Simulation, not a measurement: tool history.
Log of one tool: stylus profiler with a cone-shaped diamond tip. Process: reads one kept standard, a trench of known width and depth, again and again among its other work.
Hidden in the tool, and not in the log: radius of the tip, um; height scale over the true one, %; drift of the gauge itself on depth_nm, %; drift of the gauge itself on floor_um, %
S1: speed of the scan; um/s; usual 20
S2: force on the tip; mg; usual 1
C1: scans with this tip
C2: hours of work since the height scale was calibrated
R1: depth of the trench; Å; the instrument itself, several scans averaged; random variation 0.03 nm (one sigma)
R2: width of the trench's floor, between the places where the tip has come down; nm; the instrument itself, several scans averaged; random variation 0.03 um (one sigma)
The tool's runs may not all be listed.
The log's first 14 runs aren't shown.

| run | hour | S1 | S2 | C1 | C2 | R1 | R2 |
|---|---|---|---|---|---|---|---|
| 15 | 800.4 | 20 | 1 | 1176 | 122 | 2017.6 | 46680 |
| 16 | 841.8 | 20 | 0.48 | 1448 | 150 | 2010.7 | 46520 |
|  | 851.7 | height scale calibrated on a step standard, once more |
| 17 | 887.3 | 20 | 0.48 | 1743 | 24 | 2010 | 46400 |
| 18 | 952.2 | 20 | 0.48 | 2169 | 68 | 2010.7 | 46330 |
| 19 | 993.1 | 20 | 1.55 | 2437 | 96 | 2023.6 | 46420 |
| 20 | 1065.3 | 20 | 1.55 | 2912 | 145 | 2023.3 | 46250 |
| 21 | 1112.5 | 7 | 1 | 3221 | 177 | 2017.8 | 46250 |
| 22 | 1191.6 | 20 | 1 | 3741 | 231 | 2017.5 | 46080 |
| 23 | 1238.2 | 20 | 0.92 | 4046 | 263 | 2017.2 | 45980 |
| 24 | 1278.8 | 21 | 0.8 | 4313 | 291 | 2015.7 | 45880 |
| 25 | 1332.6 | 18 | 0.72 | 4666 | 327 | 2014.8 | 45850 |
| 26 | 1411.2 | 18 | 0.72 | 5182 | 381 | 2015.1 | 45690 |
| 27 | 1469 | 12 | 1.71 | 5562 | 420 | 2026.2 | 45750 |
| 28 | 1505.9 | 7 | 1.71 | 5804 | 445 | 2026.4 | 45750 |
| 29 | 1557.6 | 7 | 1.71 | 6143 | 480 | 2026.7 | 45690 |
| 30 | 1626 | 16 | 1 | 6592 | 527 | 2019.5 | 45480 |
| 31 | 1688.5 | 5 | 0.96 | 7002 | 570 | 2019 | 45470 |
| 32 | 1766.7 | 5 | 0.96 | 7516 | 623 | 2019.3 | 45420 |
| 33 | 1805.1 | 27 | 2.15 | 7768 | 649 | 2031.4 | 45270 |
| 34 | 1863.6 | 17 | 1.02 | 8152 | 689 | 2020.7 | 45180 |
| 35 | 1924.1 | 17 | 1.02 | 8549 | 730 | 2020.5 | 45140 |
| 36 | 1997.4 | 53 | 2.07 | 9030 | 780 | 2031.2 | 44830 |
| 37 | 2045.4 | 53 | 2.07 | 9345 | 812 | 2032.1 | 44730 |
| 38 | 2089 | 7 | 2.74 | 9632 | 842 | 2037.7 | 45040 |

The next listed run, before its measurement:
| 39 | 2141.6 | 16 | 0.54 | 9977 | 878 | ? | ? |

{"run 39": {"R1": 2014.6, "R2": 44840}}
Without the tool's hidden state the same run would have given R1 2011.4 Å, R2 47030 nm.
